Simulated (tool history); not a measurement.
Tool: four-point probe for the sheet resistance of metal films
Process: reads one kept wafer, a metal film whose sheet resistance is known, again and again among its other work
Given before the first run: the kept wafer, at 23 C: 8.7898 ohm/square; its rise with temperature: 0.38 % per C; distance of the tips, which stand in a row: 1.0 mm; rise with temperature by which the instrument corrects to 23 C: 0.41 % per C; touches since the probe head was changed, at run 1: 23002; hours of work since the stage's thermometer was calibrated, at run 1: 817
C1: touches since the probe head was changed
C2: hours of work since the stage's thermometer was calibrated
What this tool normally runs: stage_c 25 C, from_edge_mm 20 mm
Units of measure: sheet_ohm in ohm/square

run 1 day=0.000 | stage_c=25 from_edge_mm=20 | C1=23002 C2=817 | sheet_ohm=8.798981
run 2 day=3.838 | stage_c=25 from_edge_mm=20 | C1=27595 C2=876 | sheet_ohm=8.794196
run 3 day=9.608 | stage_c=25 from_edge_mm=20 | C1=34497 C2=965 | sheet_ohm=8.795981
run 4 day=12.358 | stage_c=25 from_edge_mm=20 | C1=37789 C2=1007 | sheet_ohm=8.796233
run 5 day=16.012 | stage_c=32 from_edge_mm=20 | C1=42160 C2=1063 | sheet_ohm=8.774249
run 6 day=21.638 | stage_c=32 from_edge_mm=20 | C1=48893 C2=1149 | sheet_ohm=8.776310
run 7 day=26.438 | stage_c=25 from_edge_mm=20 | C1=54637 C2=1223 | sheet_ohm=8.797053
run 8 day=29.988 | stage_c=25 from_edge_mm=20 | C1=58886 C2=1277 | sheet_ohm=8.792497
run 9 day=34.983 | stage_c=25 from_edge_mm=20 | C1=64862 C2=1354 | sheet_ohm=8.795906
run 10 day=40.704 | stage_c=25 from_edge_mm=20 | C1=71708 C2=1442 | sheet_ohm=8.798075
run 11 day=45.962 | stage_c=25 from_edge_mm=20 | C1=77998 C2=1522 | sheet_ohm=8.795986
run 12 day=50.412 | stage_c=25 from_edge_mm=20 | C1=83327 C2=1591 | sheet_ohm=8.794560
-- day=51.204 new probe head fitted
run 13 day=54.829 | stage_c=25 from_edge_mm=20 | C1=4339 C2=1658 | sheet_ohm=8.795090
-- day=57.338 stage's thermometer calibrated
run 14 day=57.508 | stage_c=25 from_edge_mm=20 | C1=7517 C2=3 | sheet_ohm=8.796227
run 15 day=61.967 | stage_c=25 from_edge_mm=72 | C1=12852 C2=71 | sheet_ohm=8.785786
run 16 day=64.483 | stage_c=25 from_edge_mm=72 | C1=15866 C2=110 | sheet_ohm=8.787796
run 17 day=69.542 | stage_c=28 from_edge_mm=20 | C1=21919 C2=187 | sheet_ohm=8.785798
run 18 day=74.633 | stage_c=21 from_edge_mm=20 | C1=28012 C2=265 | sheet_ohm=8.806630
run 19 day=77.950 | stage_c=21 from_edge_mm=20 | C1=31978 C2=316 | sheet_ohm=8.807193
run 20 day=80.875 | stage_c=25 from_edge_mm=4 | C1=35480 C2=361 | sheet_ohm=9.069916
run 21 day=85.075 | stage_c=20 from_edge_mm=16 | C1=40504 C2=425 | sheet_ohm=8.818440
run 22 day=89.933 | stage_c=21 from_edge_mm=9 | C1=46318 C2=500 | sheet_ohm=8.855071
run 23 day=92.358 | stage_c=26 from_edge_mm=7 | C1=49220 C2=537 | sheet_ohm=8.879452
run 24 day=97.975 | stage_c=28 from_edge_mm=18 | C1=55943 C2=623 | sheet_ohm=8.789773
run 25 day=103.279 | stage_c=19 from_edge_mm=11 | C1=62288 C2=705 | sheet_ohm=8.844844
run 26 day=108.925 | stage_c=21 from_edge_mm=57 | C1=69042 C2=791 | sheet_ohm=8.798548
run 27 day=114.521 | stage_c=32 from_edge_mm=60 | C1=75742 C2=877 | sheet_ohm=8.765928
run 28 day=117.929 | stage_c=22 from_edge_mm=4 | C1=79821 C2=929 | sheet_ohm=9.079592
-- day=121.975 new probe head fitted
run 29 day=122.175 | stage_c=25 from_edge_mm=11 | C1=243 C2=994 | sheet_ohm=8.822280
run 30 day=124.804 | stage_c=25 from_edge_mm=11 | C1=3389 C2=1034 | sheet_ohm=8.821800
run 31 day=127.767 | stage_c=30 from_edge_mm=25 | C1=6931 C2=1080 | sheet_ohm=8.778165

Entry by entry between the runs, the difference in hidden state between the last listed run before and the first listed run after:
Runs 12 to 13: new probe head fitted (day 51.204)
  inner tips' distance over the nominal, %: 0.014 -> -0.004; tips' flats over new ones', %: 2 -> 0
Runs 13 to 14: stage's thermometer calibrated (day 57.338)
  inner tips' distance over the nominal, %: -0.004 -> -0.003; wafer's true temperature over the reading, C: -0.01 -> 0
Runs 28 to 29: new probe head fitted (day 121.975)
  inner tips' distance over the nominal, %: 0.015 -> -0.01; tips' flats over new ones', %: 2 -> 0

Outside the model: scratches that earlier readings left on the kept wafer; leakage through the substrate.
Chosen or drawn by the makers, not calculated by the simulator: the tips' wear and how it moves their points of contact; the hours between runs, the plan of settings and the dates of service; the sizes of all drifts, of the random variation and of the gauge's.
